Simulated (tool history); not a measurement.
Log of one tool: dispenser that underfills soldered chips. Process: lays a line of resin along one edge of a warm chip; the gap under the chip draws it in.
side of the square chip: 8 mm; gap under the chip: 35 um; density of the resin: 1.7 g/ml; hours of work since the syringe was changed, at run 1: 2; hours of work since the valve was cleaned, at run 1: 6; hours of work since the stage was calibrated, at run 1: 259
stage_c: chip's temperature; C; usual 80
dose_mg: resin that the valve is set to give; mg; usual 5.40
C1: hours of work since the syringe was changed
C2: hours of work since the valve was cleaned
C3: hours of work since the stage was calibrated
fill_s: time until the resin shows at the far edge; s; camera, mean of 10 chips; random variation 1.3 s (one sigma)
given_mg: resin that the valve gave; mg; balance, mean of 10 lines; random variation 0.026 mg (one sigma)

run 1 hour=0.0 | stage_c=80 dose_mg=5.40 | C1=2 C2=6 C3=259 | fill_s=151.1 given_mg=5.31
-- hour=9.6 new syringe of resin
run 2 hour=12.2 | stage_c=80 dose_mg=5.40 | C1=2 C2=14 C3=267 | fill_s=153.5 given_mg=5.33
-- hour=21.8 new syringe of resin
run 3 hour=23.0 | stage_c=80 dose_mg=5.40 | C1=1 C2=21 C3=274 | fill_s=141.7 given_mg=5.25
-- hour=34.1 new syringe of resin
run 4 hour=35.3 | stage_c=91 dose_mg=5.40 | C1=1 C2=29 C3=282 | fill_s=96.6 given_mg=5.18
run 5 hour=43.2 | stage_c=80 dose_mg=4.61 | C1=6 C2=35 C3=288 | fill_s=212.0 given_mg=4.49
-- hour=46.3 new syringe of resin
run 6 hour=51.3 | stage_c=80 dose_mg=4.61 | C1=3 C2=40 C3=293 | fill_s=182.4 given_mg=4.43
-- hour=58.4 new syringe of resin
run 7 hour=61.9 | stage_c=80 dose_mg=5.40 | C1=2 C2=47 C3=300 | fill_s=163.6 given_mg=5.14
-- hour=70.3 new syringe of resin
run 8 hour=71.3 | stage_c=80 dose_mg=5.40 | C1=1 C2=54 C3=306 | fill_s=140.6 given_mg=5.11
run 9 hour=79.7 | stage_c=70 dose_mg=5.40 | C1=7 C2=59 C3=312 | fill_s=302.2 given_mg=5.04
-- hour=81.8 dispensing valve cleaned and set on the balance
-- hour=83.2 new syringe of resin
run 10 hour=89.6 | stage_c=80 dose_mg=4.82 | C1=4 C2=5 C3=318 | fill_s=186.1 given_mg=4.77
-- hour=94.8 new syringe of resin
run 11 hour=98.1 | stage_c=80 dose_mg=4.82 | C1=2 C2=11 C3=324 | fill_s=163.8 given_mg=4.77
-- hour=106.3 new syringe of resin
run 12 hour=108.5 | stage_c=95 dose_mg=5.40 | C1=2 C2=18 C3=331 | fill_s=89.8 given_mg=5.32
-- hour=118.2 new syringe of resin
run 13 hour=119.7 | stage_c=95 dose_mg=5.40 | C1=1 C2=25 C3=338 | fill_s=88.2 given_mg=5.33
-- hour=130.0 new syringe of resin
run 14 hour=130.4 | stage_c=82 dose_mg=5.40 | C1=0 C2=32 C3=345 | fill_s=128.0 given_mg=5.30
run 15 hour=139.3 | stage_c=82 dose_mg=5.40 | C1=6 C2=39 C3=352 | fill_s=193.7 given_mg=5.24
-- hour=141.6 new syringe of resin
run 16 hour=147.6 | stage_c=80 dose_mg=5.40 | C1=4 C2=44 C3=357 | fill_s=181.0 given_mg=5.23
-- hour=153.4 new syringe of resin
run 17 hour=157.8 | stage_c=80 dose_mg=5.40 | C1=3 C2=51 C3=364 | fill_s=172.7 given_mg=5.18
-- hour=165.8 new syringe of resin
run 18 hour=167.2 | stage_c=80 dose_mg=5.40 | C1=1 C2=57 C3=370 | fill_s=149.5 given_mg=5.16
-- hour=172.9 dispensing valve cleaned and set on the balance
run 19 hour=177.7 | stage_c=80 dose_mg=5.40 | C1=7 C2=3 C3=377 | fill_s=227.8 given_mg=5.39
-- hour=179.2 new syringe of resin
run 20 hour=183.4 | stage_c=80 dose_mg=6.92 | C1=3 C2=7 C3=380 | fill_s=162.2 given_mg=6.90
-- hour=190.9 new syringe of resin
run 21 hour=194.1 | stage_c=66 dose_mg=6.06 | C1=2 C2=14 C3=388 | fill_s=266.4 given_mg=5.98
run 22 hour=200.8 | stage_c=66 dose_mg=5.86 | C1=7 C2=19 C3=392 | fill_s=361.6 given_mg=5.71
-- hour=202.8 new syringe of resin
run 23 hour=209.3 | stage_c=76 dose_mg=5.33 | C1=4 C2=24 C3=398 | fill_s=214.2 given_mg=5.20
-- hour=214.9 new syringe of resin
run 24 hour=218.7 | stage_c=76 dose_mg=5.33 | C1=3 C2=31 C3=404 | fill_s=195.3 given_mg=5.20
-- hour=227.0 new syringe of resin
run 25 hour=230.0 | stage_c=76 dose_mg=5.33 | C1=2 C2=38 C3=412 | fill_s=187.0 given_mg=5.11
-- hour=238.7 new syringe of resin
run 26 hour=241.2 | stage_c=91 dose_mg=5.07 | C1=2 C2=46 C3=419 | fill_s=108.7 given_mg=4.84
-- hour=250.4 new syringe of resin
run 27 hour=252.1 | stage_c=91 dose_mg=5.07 | C1=1 C2=53 C3=427 | fill_s=108.8 given_mg=4.83
run 28 hour=260.1 | stage_c=80 dose_mg=5.79 | C1=7 C2=59 C3=432 | fill_s=220.9 given_mg=5.47
-- hour=262.5 new syringe of resin
-- hour=263.5 dispensing valve cleaned and set on the balance
run 29 hour=270.3 | stage_c=69 dose_mg=5.45 | C1=5 C2=5 C3=438 | fill_s=291.2 given_mg=5.45
-- hour=275.1 new syringe of resin
run 30 hour=279.4 | stage_c=83 dose_mg=5.40 | C1=3 C2=11 C3=444 | fill_s=154.8 given_mg=5.37
-- hour=286.8 new syringe of resin
run 31 hour=287.8 | stage_c=85 dose_mg=6.51 | C1=1 C2=16 C3=450 | fill_s=121.8 given_mg=6.40
run 32 hour=297.7 | stage_c=83 dose_mg=4.85 | C1=8 C2=23 C3=457 | fill_s=218.3 given_mg=4.73
-- hour=298.6 new syringe of resin
run 33 hour=305.8 | stage_c=66 dose_mg=5.17 | C1=5 C2=29 C3=462 | fill_s=342.6 given_mg=5.08
-- hour=310.5 new syringe of resin
run 34 hour=313.0 | stage_c=93 dose_mg=6.70 | C1=2 C2=33 C3=467 | fill_s=96.4 given_mg=6.50
run 35 hour=320.6 | stage_c=83 dose_mg=4.95 | C1=7 C2=39 C3=472 | fill_s=209.4 given_mg=4.78

Measured less the same run without the tool's hidden state. The same run-to-run variation is in both; the gauge's scatter may not be:
The hidden state here: resin's viscosity, % of fresh resin's; dose that the valve gives, % of what is set; true chip temperature over the reading, C; drift of the gauge itself on fill_s, %; drift of the gauge itself on given_mg, %.
run=1 fill_s=+26.4 given_mg=-0.05
run=2 fill_s=+27.4 given_mg=-0.09
run=3 fill_s=+16.5 given_mg=-0.12
run=4 fill_s=+11.6 given_mg=-0.17
run=5 fill_s=+83.0 given_mg=-0.17
run=6 fill_s=+49.0 given_mg=-0.19
run=7 fill_s=+36.4 given_mg=-0.26
run=8 fill_s=+16.9 given_mg=-0.30
run=9 fill_s=+121.0 given_mg=-0.33
run=10 fill_s=+57.3 given_mg=+0.00
run=11 fill_s=+34.7 given_mg=-0.03
run=12 fill_s=+14.3 given_mg=-0.07
run=13 fill_s=+12.0 given_mg=-0.11
run=14 fill_s=+12.2 given_mg=-0.14
run=15 fill_s=+76.0 given_mg=-0.17
run=16 fill_s=+55.7 given_mg=-0.20
run=17 fill_s=+47.0 given_mg=-0.23
run=18 fill_s=+24.1 given_mg=-0.26
run=19 fill_s=+101.6 given_mg=-0.01
run=20 fill_s=+40.5 given_mg=-0.04
run=21 fill_s=+59.8 given_mg=-0.08
run=22 fill_s=+154.3 given_mg=-0.11
run=23 fill_s=+69.6 given_mg=-0.12
run=24 fill_s=+48.6 given_mg=-0.15
run=25 fill_s=+43.6 given_mg=-0.19
run=26 fill_s=+21.3 given_mg=-0.21
run=27 fill_s=+21.5 given_mg=-0.25
run=28 fill_s=+96.7 given_mg=-0.32
run=29 fill_s=+102.2 given_mg=-0.02
run=30 fill_s=+41.9 given_mg=-0.05
run=31 fill_s=+19.2 given_mg=-0.10
run=32 fill_s=+100.8 given_mg=-0.10
run=33 fill_s=+128.0 given_mg=-0.14
run=34 fill_s=+18.9 given_mg=-0.21
run=35 fill_s=+91.5 given_mg=-0.18
